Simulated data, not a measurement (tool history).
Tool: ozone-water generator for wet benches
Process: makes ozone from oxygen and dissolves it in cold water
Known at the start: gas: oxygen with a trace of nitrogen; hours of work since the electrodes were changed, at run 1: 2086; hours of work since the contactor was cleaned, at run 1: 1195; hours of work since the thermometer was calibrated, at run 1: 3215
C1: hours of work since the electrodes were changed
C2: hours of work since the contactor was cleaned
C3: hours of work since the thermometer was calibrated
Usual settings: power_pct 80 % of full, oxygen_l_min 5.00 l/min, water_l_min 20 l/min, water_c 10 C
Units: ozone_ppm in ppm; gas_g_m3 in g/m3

run 1 hour=0.0 | power_pct=80 oxygen_l_min=5.00 water_l_min=20 water_c=10 | C1=2086 C2=1195 C3=3215 | ozone_ppm=28.5 gas_g_m3=246.9
run 2 hour=94.0 | power_pct=80 oxygen_l_min=5.00 water_l_min=20 water_c=10 | C1=2171 C2=1280 C3=3299 | ozone_ppm=27.9 gas_g_m3=247.9
run 3 hour=160.8 | power_pct=80 oxygen_l_min=5.00 water_l_min=20 water_c=10 | C1=2231 C2=1340 C3=3360 | ozone_ppm=27.8 gas_g_m3=247.0
run 4 hour=227.1 | power_pct=80 oxygen_l_min=5.00 water_l_min=20 water_c=10 | C1=2291 C2=1400 C3=3420 | ozone_ppm=28.0 gas_g_m3=248.1
-- hour=266.2 water thermometer calibrated
run 5 hour=288.5 | power_pct=80 oxygen_l_min=5.00 water_l_min=20 water_c=10 | C1=2346 C2=1455 C3=20 | ozone_ppm=27.8 gas_g_m3=249.1
run 6 hour=369.8 | power_pct=80 oxygen_l_min=5.00 water_l_min=20 water_c=10 | C1=2420 C2=1528 C3=94 | ozone_ppm=27.9 gas_g_m3=244.8
run 7 hour=432.6 | power_pct=80 oxygen_l_min=5.00 water_l_min=20 water_c=10 | C1=2476 C2=1585 C3=150 | ozone_ppm=28.1 gas_g_m3=247.2
run 8 hour=525.7 | power_pct=80 oxygen_l_min=5.00 water_l_min=20 water_c=10 | C1=2560 C2=1669 C3=234 | ozone_ppm=27.8 gas_g_m3=246.6
run 9 hour=591.6 | power_pct=80 oxygen_l_min=5.00 water_l_min=20 water_c=10 | C1=2620 C2=1728 C3=294 | ozone_ppm=28.1 gas_g_m3=247.0
-- hour=636.9 water thermometer calibrated, once more
run 10 hour=668.3 | power_pct=75 oxygen_l_min=5.00 water_l_min=20 water_c=10 | C1=2689 C2=1797 C3=28 | ozone_ppm=26.5 gas_g_m3=233.7
run 11 hour=735.1 | power_pct=80 oxygen_l_min=5.00 water_l_min=20 water_c=9 | C1=2749 C2=1858 C3=89 | ozone_ppm=28.1 gas_g_m3=245.7
run 12 hour=790.2 | power_pct=80 oxygen_l_min=5.00 water_l_min=20 water_c=9 | C1=2799 C2=1907 C3=138 | ozone_ppm=27.7 gas_g_m3=244.5
run 13 hour=893.2 | power_pct=88 oxygen_l_min=6.89 water_l_min=15 water_c=10 | C1=2892 C2=2000 C3=231 | ozone_ppm=38.3 gas_g_m3=228.3
run 14 hour=1001.4 | power_pct=73 oxygen_l_min=5.36 water_l_min=19 water_c=10 | C1=2989 C2=2098 C3=329 | ozone_ppm=27.2 gas_g_m3=220.3
run 15 hour=1098.2 | power_pct=94 oxygen_l_min=5.36 water_l_min=17 water_c=10 | C1=3077 C2=2185 C3=416 | ozone_ppm=36.4 gas_g_m3=272.8
run 16 hour=1174.4 | power_pct=94 oxygen_l_min=5.36 water_l_min=17 water_c=10 | C1=3145 C2=2254 C3=485 | ozone_ppm=36.2 gas_g_m3=268.3
run 17 hour=1243.4 | power_pct=80 oxygen_l_min=5.38 water_l_min=23 water_c=10 | C1=3208 C2=2316 C3=547 | ozone_ppm=24.9 gas_g_m3=239.1
run 18 hour=1355.9 | power_pct=97 oxygen_l_min=2.82 water_l_min=20 water_c=10 | C1=3309 C2=2418 C3=649 | ozone_ppm=28.2 gas_g_m3=370.6
run 19 hour=1462.8 | power_pct=97 oxygen_l_min=2.82 water_l_min=20 water_c=10 | C1=3406 C2=2514 C3=745 | ozone_ppm=28.3 gas_g_m3=375.1
run 20 hour=1515.4 | power_pct=97 oxygen_l_min=8.89 water_l_min=20 water_c=8 | C1=3453 C2=2562 C3=793 | ozone_ppm=35.3 gas_g_m3=219.3
run 21 hour=1601.2 | power_pct=97 oxygen_l_min=8.89 water_l_min=14 water_c=10 | C1=3531 C2=2639 C3=870 | ozone_ppm=42.6 gas_g_m3=219.3

How the hidden state differs across the entries between the runs, from the last listed run before each to the first after it:
Between runs 4 and 5: water thermometer calibrated (hour 266.2)
  yield of the discharge, % of new electrodes': 96.4 -> 96.3; contactor's efficiency, % of a clean one's: 96.2 -> 96.1; true water temperature over the reading, C: 0.35 -> 0.52
  measured less the result without the state, ozone_ppm: -1.9 -> -2.0 ppm; gas_g_m3: -10.5 -> -10.7 g/m3
Between runs 9 and 10: water thermometer calibrated, once more (hour 636.9)
  yield of the discharge, % of new electrodes': 96 -> 95.9; contactor's efficiency, % of a clean one's: 95.5 -> 95.4; true water temperature over the reading, C: 0.55 -> 0.04
  measured less the result without the state, ozone_ppm: -2.1 -> -1.8 ppm; gas_g_m3: -11.5 -> -10.6 g/m3
